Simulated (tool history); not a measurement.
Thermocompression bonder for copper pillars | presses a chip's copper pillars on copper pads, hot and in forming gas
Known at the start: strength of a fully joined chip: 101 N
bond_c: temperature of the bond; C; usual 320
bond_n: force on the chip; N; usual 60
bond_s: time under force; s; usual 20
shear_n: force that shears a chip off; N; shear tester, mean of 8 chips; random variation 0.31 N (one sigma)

| run | hour | bond_c | bond_n | bond_s | shear_n |
|---|---|---|---|---|---|
| 1 | 0.0 | 320 | 60 | 20 | 38.8 |
| 2 | 18.7 | 320 | 85 | 20 | 51.4 |
| 3 | 29.3 | 320 | 60 | 20 | 38.5 |
| 4 | 37.5 | 320 | 60 | 20 | 38.5 |
| 5 | 47.3 | 320 | 60 | 19 | 37.7 |
| 6 | 63.5 | 320 | 60 | 19 | 37.6 |
| 7 | 79.3 | 294 | 60 | 20 | 30.0 |
| 8 | 93.4 | 294 | 60 | 20 | 30.1 |
| 9 | 107.4 | 294 | 60 | 20 | 30.1 |
| 10 | 121.8 | 294 | 60 | 20 | 29.8 |
| 11 | 138.0 | 294 | 60 | 20 | 30.2 |
| 12 | 148.2 | 294 | 60 | 20 | 29.9 |
| 13 | 157.5 | 320 | 60 | 20 | 38.3 |
| 14 | 169.9 | 320 | 60 | 20 | 38.6 |
| 15 | 184.4 | 320 | 60 | 20 | 38.8 |
| 16 | 195.9 | 320 | 60 | 20 | 38.6 |
| 17 | 207.6 | 320 | 60 | 20 | 38.1 |
| 18 | 216.1 | 320 | 60 | 20 | 38.5 |
| 19 | 234.5 | 320 | 40 | 20 | 26.6 |
| 20 | 248.4 | 320 | 44 | 24 | 31.0 |
| 21 | 261.5 | 320 | 44 | 21 | 29.7 |
| 22 | 278.1 | 313 | 39 | 23 | 25.6 |
| 23 | 293.2 | 323 | 38 | 12 | 20.2 |
| 24 | 310.1 | 328 | 83 | 27 | 59.7 |
| 25 | 322.9 | 327 | 74 | 28 | 54.8 |
| 26 | 334.8 | 310 | 56 | 11 | 25.8 |
| 27 | 345.2 | 312 | 46 | 30 | 32.8 |
|  | 355.1 | forming gas filter changed |
| 28 | 363.2 | 312 | 46 | 30 | 32.8 |
| 29 | 380.6 | 295 | 77 | 51 | 53.5 |
| 30 | 391.5 | 320 | 74 | 20 | 46.1 |
| 31 | 402.2 | 329 | 57 | 40 | 51.2 |
| 32 | 412.5 | 329 | 57 | 40 | 51.2 |
| 33 | 429.0 | 329 | 57 | 40 | 51.3 |
| 34 | 442.0 | 306 | 72 | 50 | 55.2 |
| 35 | 459.6 | 295 | 72 | 50 | 50.8 |
| 36 | 476.2 | 295 | 72 | 50 | 50.8 |
| 37 | 490.4 | 320 | 60 | 27 | 43.4 |

3 ways to go on from here, each from the tool as it stands after run 37. What would each give?
| A | 499.8 | 320 | 60 | 31 | ? |
| B | 499.8 | 320 | 72 | 27 | ? |
| C | 499.8 | 320 | 60 | 18 | ? |

| run | shear_n |
|---|---|
| A | 45.0 |
| B | 50.6 |
| C | 37.0 |
Without the tool's hidden state the same runs would have given:
| run | shear_n |
|---|---|
| A | 44.8 |
| B | 50.4 |
| C | 36.8 |

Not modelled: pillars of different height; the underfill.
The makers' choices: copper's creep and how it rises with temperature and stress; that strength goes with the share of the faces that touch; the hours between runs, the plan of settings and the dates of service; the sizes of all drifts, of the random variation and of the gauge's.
